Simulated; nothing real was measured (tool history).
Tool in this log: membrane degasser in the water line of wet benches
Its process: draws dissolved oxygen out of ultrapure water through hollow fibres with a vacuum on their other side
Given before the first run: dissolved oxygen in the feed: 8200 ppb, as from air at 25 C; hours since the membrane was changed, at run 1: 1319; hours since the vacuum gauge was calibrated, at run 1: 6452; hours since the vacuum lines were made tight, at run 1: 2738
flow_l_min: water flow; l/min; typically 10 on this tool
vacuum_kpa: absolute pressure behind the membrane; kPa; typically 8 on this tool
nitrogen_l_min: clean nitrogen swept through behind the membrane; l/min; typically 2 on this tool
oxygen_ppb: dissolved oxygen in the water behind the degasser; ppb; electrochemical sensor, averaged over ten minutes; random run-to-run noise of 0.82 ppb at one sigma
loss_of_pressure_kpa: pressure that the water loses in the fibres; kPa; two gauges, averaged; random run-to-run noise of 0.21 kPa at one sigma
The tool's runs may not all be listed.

run   hour  flow_l_min  vacuum_kpa  nitrogen_l_min  hours since the membrane was changed  hours since the vacuum gauge was calibrated  hours since the vacuum lines were made tight  oxygen_ppb  loss_of_pressure_kpa
  1      0          10           8               2                                  1319                                         6452                                          2738        80.4                  50.2
  2     50          10           8               2                                  1369                                         6502                                          2788        80.9                  50.7
  3   84.3          10        8.11               2                                  1403                                         6536                                          2823          84                 50.52
  4    136          10        8.11               2                                  1455                                         6588                                          2874          81                  50.7
  5  173.5          10        8.11               2                                  1492                                         6625                                          2912        85.1                 50.15
  6  209.8          10       14.55               2                                  1528                                         6662                                          2948       163.6                 50.31
  7  268.9           7        10.4            1.94                                  1588                                         6721                                          3007        70.7                 35.49
  8  309.6           9        10.4            1.41                                  1628                                         6762                                          3048         126                 45.87
  9  367.7          15         5.1            1.41                                  1686                                         6820                                          3106         165                  76.2
 10  401.3          10        5.42             3.1                                  1720                                         6853                                          3140        38.9                 50.37
 11    434          10         5.2               2                                  1753                                         6886                                          3172        47.5                 50.83

5 ways to go on from here, each from the tool as it stands after run 11. What would each give?
  A  497.5           8           8            1.08                                  1816                                         6949                                          3236           ?                     ?
  B  497.5           8           8               2                                  1816                                         6949                                          3236           ?                     ?
  C  497.5          13        14.5            4.16                                  1816                                         6949                                          3236           ?                     ?
  D  497.5          10           8            3.14                                  1816                                         6949                                          3236           ?                     ?
  E  497.5          10         5.2            2.55                                  1816                                         6949                                          3236           ?                     ?

run  oxygen_ppb  loss_of_pressure_kpa
  A        97.2                 40.67
  B        57.6                 40.26
  C       154.7                 65.53
  D        60.1                 51.01
  E        42.7                 50.71
Stripped of hidden state, with their random variation kept, the same runs would have yielded:
run  oxygen_ppb  loss_of_pressure_kpa
  A        90.1                 40.24
  B        53.2                 39.83
  C       147.7                 64.83
  D          56                 50.46
  E        38.8                 50.17
